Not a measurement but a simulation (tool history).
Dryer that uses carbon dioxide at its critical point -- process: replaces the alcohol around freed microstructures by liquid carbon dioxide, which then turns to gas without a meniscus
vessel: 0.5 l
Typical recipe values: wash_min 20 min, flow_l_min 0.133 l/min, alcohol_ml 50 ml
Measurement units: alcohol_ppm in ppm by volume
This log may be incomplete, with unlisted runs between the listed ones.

{"run": 1, "day": 0.0, "wash_min": 20, "flow_l_min": 0.133, "alcohol_ml": 50, "alcohol_ppm": 1806}
{"run": 2, "day": 0.271, "wash_min": 20, "flow_l_min": 0.133, "alcohol_ml": 88, "alcohol_ppm": 3269}
{"run": 3, "day": 0.5, "wash_min": 20, "flow_l_min": 0.133, "alcohol_ml": 88, "alcohol_ppm": 3132}
{"run": 4, "day": 0.971, "wash_min": 20, "flow_l_min": 0.133, "alcohol_ml": 88, "alcohol_ppm": 3200}
{"run": 5, "day": 1.233, "wash_min": 20, "flow_l_min": 0.133, "alcohol_ml": 40, "alcohol_ppm": 1540}
{"run": 6, "day": 1.521, "wash_min": 20, "flow_l_min": 0.133, "alcohol_ml": 40, "alcohol_ppm": 1546}
{"run": 7, "day": 1.812, "wash_min": 20, "flow_l_min": 0.186, "alcohol_ml": 40, "alcohol_ppm": 264}
{"run": 8, "day": 2.179, "wash_min": 20, "flow_l_min": 0.186, "alcohol_ml": 40, "alcohol_ppm": 280}
{"run": 9, "day": 2.604, "wash_min": 20, "flow_l_min": 0.186, "alcohol_ml": 40, "alcohol_ppm": 290}
{"run": 10, "day": 3.088, "wash_min": 20, "flow_l_min": 0.186, "alcohol_ml": 40, "alcohol_ppm": 291}
{"run": 11, "day": 3.621, "wash_min": 20, "flow_l_min": 0.219, "alcohol_ml": 50, "alcohol_ppm": 135}
{"day": 3.833, "done": "inlet filter changed"}
{"run": 12, "day": 4.183, "wash_min": 30, "flow_l_min": 0.131, "alcohol_ml": 26, "alcohol_ppm": 82}
{"run": 13, "day": 4.625, "wash_min": 13, "flow_l_min": 0.155, "alcohol_ml": 50, "alcohol_ppm": 3165}
{"run": 14, "day": 5.038, "wash_min": 13, "flow_l_min": 0.186, "alcohol_ml": 50, "alcohol_ppm": 1493}
{"run": 15, "day": 5.338, "wash_min": 13, "flow_l_min": 0.186, "alcohol_ml": 50, "alcohol_ppm": 1501}
{"run": 16, "day": 5.671, "wash_min": 12, "flow_l_min": 0.143, "alcohol_ml": 50, "alcohol_ppm": 5510}
{"run": 17, "day": 6.133, "wash_min": 12, "flow_l_min": 0.143, "alcohol_ml": 50, "alcohol_ppm": 5573}
{"run": 18, "day": 6.658, "wash_min": 12, "flow_l_min": 0.143, "alcohol_ml": 50, "alcohol_ppm": 5626}
{"run": 19, "day": 7.138, "wash_min": 17, "flow_l_min": 0.137, "alcohol_ml": 30, "alcohol_ppm": 1208}
{"run": 20, "day": 7.583, "wash_min": 27, "flow_l_min": 0.117, "alcohol_ml": 39, "alcohol_ppm": 440}
{"run": 21, "day": 7.838, "wash_min": 27, "flow_l_min": 0.117, "alcohol_ml": 39, "alcohol_ppm": 452}

Forecast each of these 5 alternatives for the next run:
{"run": "A", "day": 8.292, "wash_min": 20, "flow_l_min": 0.133, "alcohol_ml": 92, "alcohol_ppm": "?"}
{"run": "B", "day": 8.292, "wash_min": 17, "flow_l_min": 0.133, "alcohol_ml": 50, "alcohol_ppm": "?"}
{"run": "C", "day": 8.292, "wash_min": 20, "flow_l_min": 0.174, "alcohol_ml": 50, "alcohol_ppm": "?"}
{"run": "D", "day": 8.292, "wash_min": 24, "flow_l_min": 0.117, "alcohol_ml": 39, "alcohol_ppm": "?"}
{"run": "E", "day": 8.292, "wash_min": 21, "flow_l_min": 0.214, "alcohol_ml": 29, "alcohol_ppm": "?"}

run=A alcohol_ppm=2235
run=B alcohol_ppm=2345
run=C alcohol_ppm=290
run=D alcohol_ppm=784
run=E alcohol_ppm=45
What these runs would have given with no unlogged condition in the tool:
run=A alcohol_ppm=1982
run=B alcohol_ppm=2117
run=C alcohol_ppm=233
run=D alcohol_ppm=681
run=E alcohol_ppm=21
